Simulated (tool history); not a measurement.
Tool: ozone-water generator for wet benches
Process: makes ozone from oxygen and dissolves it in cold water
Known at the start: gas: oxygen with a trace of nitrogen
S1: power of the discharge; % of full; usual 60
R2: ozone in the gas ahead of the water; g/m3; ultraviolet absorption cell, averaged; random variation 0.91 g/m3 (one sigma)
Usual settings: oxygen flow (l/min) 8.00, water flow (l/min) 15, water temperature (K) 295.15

run 1 hour=0.0 | S1=60 oxygen_flow_(l/min)=8.00 water_flow_(l/min)=15 water_temperature_(K)=295.15 | dissolved_ozone_(ppm)=16.9 R2=146.6
run 2 hour=44.7 | S1=60 oxygen_flow_(l/min)=5.35 water_flow_(l/min)=15 water_temperature_(K)=295.15 | dissolved_ozone_(ppm)=18.3 R2=183.2
run 3 hour=114.3 | S1=60 oxygen_flow_(l/min)=5.35 water_flow_(l/min)=15 water_temperature_(K)=295.15 | dissolved_ozone_(ppm)=18.2 R2=182.9
run 4 hour=158.6 | S1=60 oxygen_flow_(l/min)=5.35 water_flow_(l/min)=15 water_temperature_(K)=295.15 | dissolved_ozone_(ppm)=17.8 R2=183.7
run 5 hour=228.2 | S1=60 oxygen_flow_(l/min)=5.35 water_flow_(l/min)=15 water_temperature_(K)=295.15 | dissolved_ozone_(ppm)=18.0 R2=184.6
run 6 hour=302.6 | S1=60 oxygen_flow_(l/min)=8.00 water_flow_(l/min)=15 water_temperature_(K)=295.15 | dissolved_ozone_(ppm)=17.0 R2=145.4
run 7 hour=381.6 | S1=60 oxygen_flow_(l/min)=8.00 water_flow_(l/min)=15 water_temperature_(K)=299.15 | dissolved_ozone_(ppm)=15.2 R2=144.4
-- hour=390.7 contactor cleaned
run 8 hour=465.8 | S1=59 oxygen_flow_(l/min)=5.23 water_flow_(l/min)=15 water_temperature_(K)=299.15 | dissolved_ozone_(ppm)=16.4 R2=183.0
run 9 hour=506.4 | S1=59 oxygen_flow_(l/min)=6.39 water_flow_(l/min)=16 water_temperature_(K)=294.15 | dissolved_ozone_(ppm)=16.7 R2=163.1
run 10 hour=594.5 | S1=59 oxygen_flow_(l/min)=6.39 water_flow_(l/min)=16 water_temperature_(K)=294.15 | dissolved_ozone_(ppm)=16.7 R2=163.0
run 11 hour=647.1 | S1=52 oxygen_flow_(l/min)=7.00 water_flow_(l/min)=16 water_temperature_(K)=294.15 | dissolved_ozone_(ppm)=14.8 R2=141.5
run 12 hour=691.4 | S1=71 oxygen_flow_(l/min)=8.00 water_flow_(l/min)=16 water_temperature_(K)=300.15 | dissolved_ozone_(ppm)=15.9 R2=163.4

5 ways to go on from here, each from the tool as it stands after run 12. What would each give?
-- hour=768.8 contactor cleaned, once more
run A hour=777.1 | S1=45 oxygen_flow_(l/min)=8.00 water_flow_(l/min)=9 water_temperature_(K)=290.15 | dissolved_ozone_(ppm)=? R2=?
-- hour=768.8 contactor cleaned, once more
run B hour=777.1 | S1=41 oxygen_flow_(l/min)=11.82 water_flow_(l/min)=15 water_temperature_(K)=291.15 | dissolved_ozone_(ppm)=? R2=?
-- hour=768.8 contactor cleaned, once more
run C hour=777.1 | S1=43 oxygen_flow_(l/min)=4.19 water_flow_(l/min)=20 water_temperature_(K)=300.15 | dissolved_ozone_(ppm)=? R2=?
-- hour=768.8 contactor cleaned, once more
run D hour=777.1 | S1=71 oxygen_flow_(l/min)=12.81 water_flow_(l/min)=16 water_temperature_(K)=300.15 | dissolved_ozone_(ppm)=? R2=?
-- hour=768.8 contactor cleaned, once more
run E hour=777.1 | S1=41 oxygen_flow_(l/min)=7.15 water_flow_(l/min)=11 water_temperature_(K)=300.15 | dissolved_ozone_(ppm)=? R2=?

run=A dissolved_ozone_(ppm)=20.2 R2=118.1
run=B dissolved_ozone_(ppm)=13.1 R2=87.7
run=C dissolved_ozone_(ppm)=11.4 R2=164.5
run=D dissolved_ozone_(ppm)=14.9 R2=124.4
run=E dissolved_ozone_(ppm)=14.0 R2=117.9
Without the tool's hidden state the same runs would have given:
run=A dissolved_ozone_(ppm)=21.3 R2=123.4
run=B dissolved_ozone_(ppm)=13.8 R2=91.2
run=C dissolved_ozone_(ppm)=12.0 R2=171.6
run=D dissolved_ozone_(ppm)=16.1 R2=132.9
run=E dissolved_ozone_(ppm)=14.7 R2=122.6

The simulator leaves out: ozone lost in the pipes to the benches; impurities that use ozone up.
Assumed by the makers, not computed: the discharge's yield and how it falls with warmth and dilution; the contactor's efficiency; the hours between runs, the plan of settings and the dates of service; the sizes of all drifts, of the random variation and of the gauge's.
